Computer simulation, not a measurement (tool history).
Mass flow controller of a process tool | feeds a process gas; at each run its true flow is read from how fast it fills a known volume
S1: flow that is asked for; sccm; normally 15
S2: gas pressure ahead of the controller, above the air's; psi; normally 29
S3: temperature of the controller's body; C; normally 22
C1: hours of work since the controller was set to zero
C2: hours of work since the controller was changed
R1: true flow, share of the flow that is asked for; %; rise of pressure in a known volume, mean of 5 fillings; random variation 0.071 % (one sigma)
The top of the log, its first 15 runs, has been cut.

{"run": 16, "hour": 1084.9, "S1": 15, "S2": 29, "S3": 22, "C1": 2824, "C2": 2824, "R1": 99.4}
{"run": 17, "hour": 1144.8, "S1": 7, "S2": 29, "S3": 22, "C1": 2862, "C2": 2862, "R1": 99.36}
{"run": 18, "hour": 1231.5, "S1": 27, "S2": 29, "S3": 22, "C1": 2917, "C2": 2917, "R1": 99.61}
{"run": 19, "hour": 1301.7, "S1": 27, "S2": 29, "S3": 22, "C1": 2961, "C2": 2961, "R1": 99.65}
{"run": 20, "hour": 1352.1, "S1": 27, "S2": 29, "S3": 22, "C1": 2993, "C2": 2993, "R1": 99.61}
{"run": 21, "hour": 1402.1, "S1": 15, "S2": 29, "S3": 27, "C1": 3025, "C2": 3025, "R1": 99.25}
{"run": 22, "hour": 1481.4, "S1": 15, "S2": 29, "S3": 27, "C1": 3075, "C2": 3075, "R1": 99.28}
{"run": 23, "hour": 1568.2, "S1": 15, "S2": 29, "S3": 23, "C1": 3130, "C2": 3130, "R1": 99.45}
{"run": 24, "hour": 1618.1, "S1": 17, "S2": 38.3, "S3": 30, "C1": 3162, "C2": 3162, "R1": 99.61}
{"run": 25, "hour": 1711.9, "S1": 6, "S2": 38.3, "S3": 36, "C1": 3221, "C2": 3221, "R1": 99.03}
{"run": 26, "hour": 1762.8, "S1": 6, "S2": 23.9, "S3": 22, "C1": 3253, "C2": 3253, "R1": 99.05}
{"run": 27, "hour": 1816.0, "S1": 6, "S2": 23.9, "S3": 22, "C1": 3287, "C2": 3287, "R1": 99.01}
{"run": 28, "hour": 1906.0, "S1": 6, "S2": 23.9, "S3": 22, "C1": 3344, "C2": 3344, "R1": 99.07}
{"run": 29, "hour": 1993.5, "S1": 12, "S2": 28.9, "S3": 20, "C1": 3400, "C2": 3400, "R1": 99.47}
{"run": 30, "hour": 2048.4, "S1": 12, "S2": 28.9, "S3": 20, "C1": 3434, "C2": 3434, "R1": 99.34}
{"run": 31, "hour": 2096.7, "S1": 12, "S2": 28.9, "S3": 20, "C1": 3465, "C2": 3465, "R1": 99.47}
{"run": 32, "hour": 2188.2, "S1": 16, "S2": 28.9, "S3": 26, "C1": 3523, "C2": 3523, "R1": 99.35}
{"run": 33, "hour": 2282.0, "S1": 16, "S2": 28.9, "S3": 26, "C1": 3582, "C2": 3582, "R1": 99.35}
{"run": 34, "hour": 2353.1, "S1": 16, "S2": 28.9, "S3": 26, "C1": 3627, "C2": 3627, "R1": 99.33}
{"run": 35, "hour": 2456.5, "S1": 16, "S2": 20.7, "S3": 34, "C1": 3693, "C2": 3693, "R1": 98.88}
{"run": 36, "hour": 2518.0, "S1": 16, "S2": 20.7, "S3": 34, "C1": 3732, "C2": 3732, "R1": 98.9}
{"run": 37, "hour": 2580.7, "S1": 15, "S2": 31.5, "S3": 25, "C1": 3772, "C2": 3772, "R1": 99.41}
{"run": 38, "hour": 2652.5, "S1": 40, "S2": 20.7, "S3": 36, "C1": 3817, "C2": 3817, "R1": 99.19}
{"run": 39, "hour": 2727.2, "S1": 39, "S2": 25.7, "S3": 36, "C1": 3865, "C2": 3865, "R1": 99.29}

4 ways to go on from here, each from the tool as it stands after run 39. What would each give?
{"run": "A", "hour": 2780.8, "S1": 39, "S2": 27.8, "S3": 36, "C1": 3898, "C2": 3898, "R1": "?"}
{"run": "B", "hour": 2780.8, "S1": 11, "S2": 31.9, "S3": 30, "C1": 3898, "C2": 3898, "R1": "?"}
{"run": "C", "hour": 2780.8, "S1": 45, "S2": 25.7, "S3": 36, "C1": 3898, "C2": 3898, "R1": "?"}
{"run": "D", "hour": 2780.8, "S1": 39, "S2": 22.9, "S3": 36, "C1": 3898, "C2": 3898, "R1": "?"}

run=A R1=99.47
run=B R1=99.22
run=C R1=99.53
run=D R1=99.32
Take away the tool's hidden state, keep each run's random variation, and the runs would have read:
run=A R1=99.47
run=B R1=99.21
run=C R1=99.52
run=D R1=99.31

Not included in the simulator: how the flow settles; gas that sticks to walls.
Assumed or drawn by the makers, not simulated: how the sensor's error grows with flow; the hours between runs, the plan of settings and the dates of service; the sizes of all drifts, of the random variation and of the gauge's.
